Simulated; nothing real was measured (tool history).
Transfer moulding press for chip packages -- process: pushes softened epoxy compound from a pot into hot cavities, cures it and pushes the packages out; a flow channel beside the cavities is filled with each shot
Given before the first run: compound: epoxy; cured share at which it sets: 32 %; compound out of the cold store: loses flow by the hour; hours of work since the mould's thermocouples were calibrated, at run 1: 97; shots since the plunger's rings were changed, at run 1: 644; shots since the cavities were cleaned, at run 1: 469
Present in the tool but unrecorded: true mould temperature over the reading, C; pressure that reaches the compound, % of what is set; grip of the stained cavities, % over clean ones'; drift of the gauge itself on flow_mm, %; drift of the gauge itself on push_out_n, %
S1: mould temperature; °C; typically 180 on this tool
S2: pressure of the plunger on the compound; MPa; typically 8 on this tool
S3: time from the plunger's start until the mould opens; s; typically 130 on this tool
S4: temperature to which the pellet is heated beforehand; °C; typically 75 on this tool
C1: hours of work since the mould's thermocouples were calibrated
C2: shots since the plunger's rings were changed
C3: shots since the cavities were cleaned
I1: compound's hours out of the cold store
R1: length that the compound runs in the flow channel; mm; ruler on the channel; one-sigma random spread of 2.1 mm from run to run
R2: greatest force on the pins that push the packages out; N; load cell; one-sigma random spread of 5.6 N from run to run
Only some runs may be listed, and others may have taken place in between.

{"run": 1, "hour": 0.0, "S1": 180, "S2": 8, "S3": 130, "S4": 75, "C1": 97, "C2": 644, "C3": 469, "I1": 47.9, "R1": 583, "R2": 285}
{"run": 2, "hour": 8.8, "S1": 180, "S2": 8, "S3": 130, "S4": 75, "C1": 101, "C2": 702, "C3": 527, "I1": 19.6, "R1": 680, "R2": 295}
{"run": 3, "hour": 19.9, "S1": 180, "S2": 8, "S3": 130, "S4": 75, "C1": 105, "C2": 776, "C3": 601, "I1": 10.8, "R1": 716, "R2": 308}
{"run": 4, "hour": 33.5, "S1": 180, "S2": 8, "S3": 130, "S4": 75, "C1": 111, "C2": 866, "C3": 691, "I1": 34.1, "R1": 628, "R2": 315}
{"run": 5, "hour": 45.6, "S1": 180, "S2": 8, "S3": 165, "S4": 75, "C1": 116, "C2": 946, "C3": 771, "I1": 28.4, "R1": 649, "R2": 297}
{"run": 6, "hour": 54.8, "S1": 180, "S2": 8, "S3": 165, "S4": 75, "C1": 120, "C2": 1006, "C3": 831, "I1": 36.5, "R1": 616, "R2": 304}
{"hour": 66.1, "done": "cavities cleaned with cleaning compound and waxed"}
{"run": 7, "hour": 68.3, "S1": 180, "S2": 8, "S3": 165, "S4": 75, "C1": 125, "C2": 1086, "C3": 15, "I1": 39, "R1": 611, "R2": 352}
{"run": 8, "hour": 83.7, "S1": 180, "S2": 8, "S3": 165, "S4": 75, "C1": 131, "C2": 1187, "C3": 116, "I1": 17.5, "R1": 685, "R2": 332}
{"run": 9, "hour": 101.2, "S1": 180, "S2": 8, "S3": 130, "S4": 75, "C1": 139, "C2": 1303, "C3": 232, "I1": 17.2, "R1": 683, "R2": 384}
{"hour": 104.6, "done": "cavities cleaned with cleaning compound and waxed, once more"}
{"run": 10, "hour": 111.5, "S1": 180, "S2": 8, "S3": 130, "S4": 75, "C1": 142, "C2": 1361, "C3": 46, "I1": 41.3, "R1": 604, "R2": 211}
{"run": 11, "hour": 120.7, "S1": 180, "S2": 8, "S3": 130, "S4": 75, "C1": 146, "C2": 1422, "C3": 107, "I1": 35.7, "R1": 618, "R2": 221}
{"run": 12, "hour": 137.0, "S1": 180, "S2": 8, "S3": 130, "S4": 75, "C1": 153, "C2": 1529, "C3": 214, "I1": 38.1, "R1": 612, "R2": 241}
{"run": 13, "hour": 150.4, "S1": 180, "S2": 8, "S3": 130, "S4": 75, "C1": 159, "C2": 1618, "C3": 303, "I1": 16.2, "R1": 687, "R2": 257}
{"run": 14, "hour": 160.8, "S1": 180, "S2": 8, "S3": 130, "S4": 85, "C1": 163, "C2": 1686, "C3": 371, "I1": 18.3, "R1": 678, "R2": 274}
{"run": 15, "hour": 174.2, "S1": 180, "S2": 8, "S3": 130, "S4": 75, "C1": 169, "C2": 1775, "C3": 460, "I1": 23.8, "R1": 659, "R2": 290}
{"run": 16, "hour": 193.3, "S1": 173, "S2": 8.64, "S3": 130, "S4": 69, "C1": 177, "C2": 1901, "C3": 586, "I1": 16.9, "R1": 736, "R2": 417}
{"run": 17, "hour": 212.1, "S1": 176, "S2": 8, "S3": 117, "S4": 75, "C1": 185, "C2": 2025, "C3": 710, "I1": 13, "R1": 713, "R2": 421}
{"run": 18, "hour": 220.7, "S1": 176, "S2": 6.58, "S3": 117, "S4": 73, "C1": 188, "C2": 2082, "C3": 767, "I1": 18.7, "R1": 625, "R2": 451}
{"run": 19, "hour": 239.6, "S1": 174, "S2": 8, "S3": 115, "S4": 75, "C1": 196, "C2": 2207, "C3": 892, "I1": 20.7, "R1": 689, "R2": 510}
{"hour": 242.3, "done": "cavities cleaned with cleaning compound and waxed"}
{"run": 20, "hour": 254.5, "S1": 174, "S2": 8, "S3": 115, "S4": 75, "C1": 202, "C2": 2295, "C3": 80, "I1": 31.3, "R1": 651, "R2": 331}
{"run": 21, "hour": 269.9, "S1": 175, "S2": 6.69, "S3": 130, "S4": 68, "C1": 208, "C2": 2397, "C3": 182, "I1": 13.2, "R1": 653, "R2": 290}
{"run": 22, "hour": 280.0, "S1": 178, "S2": 8, "S3": 130, "S4": 75, "C1": 213, "C2": 2464, "C3": 249, "I1": 28, "R1": 644, "R2": 261}
{"run": 23, "hour": 293.6, "S1": 186, "S2": 8, "S3": 150, "S4": 75, "C1": 218, "C2": 2554, "C3": 339, "I1": 36.7, "R1": 593, "R2": 243}
{"run": 24, "hour": 312.3, "S1": 186, "S2": 8, "S3": 150, "S4": 78, "C1": 226, "C2": 2677, "C3": 462, "I1": 19.4, "R1": 648, "R2": 266}
{"run": 25, "hour": 328.4, "S1": 186, "S2": 8, "S3": 150, "S4": 78, "C1": 233, "C2": 2784, "C3": 569, "I1": 30.7, "R1": 607, "R2": 275}
{"run": 26, "hour": 338.0, "S1": 178, "S2": 8, "S3": 130, "S4": 78, "C1": 237, "C2": 2847, "C3": 632, "I1": 47.3, "R1": 580, "R2": 322}
{"run": 27, "hour": 354.4, "S1": 178, "S2": 8, "S3": 124, "S4": 80, "C1": 244, "C2": 2955, "C3": 740, "I1": 36.2, "R1": 614, "R2": 333}
{"run": 28, "hour": 372.0, "S1": 178, "S2": 8, "S3": 124, "S4": 80, "C1": 251, "C2": 3072, "C3": 857, "I1": 30.4, "R1": 635, "R2": 345}

Forecast run 29:
{"hour": 380.1, "done": "cavities cleaned with cleaning compound and waxed"}
{"run": 29, "hour": 382.7, "S1": 184, "S2": 8, "S3": 130, "S4": 73, "C1": 255, "C2": 3133, "C3": 18, "I1": 17, "R1": "?", "R2": "?"}

Run 29 gave R1 662 mm, R2 201 N.
On a tool with no hidden condition, and with the same random variation, this run would have come out at R1 682 mm, R2 192 N.

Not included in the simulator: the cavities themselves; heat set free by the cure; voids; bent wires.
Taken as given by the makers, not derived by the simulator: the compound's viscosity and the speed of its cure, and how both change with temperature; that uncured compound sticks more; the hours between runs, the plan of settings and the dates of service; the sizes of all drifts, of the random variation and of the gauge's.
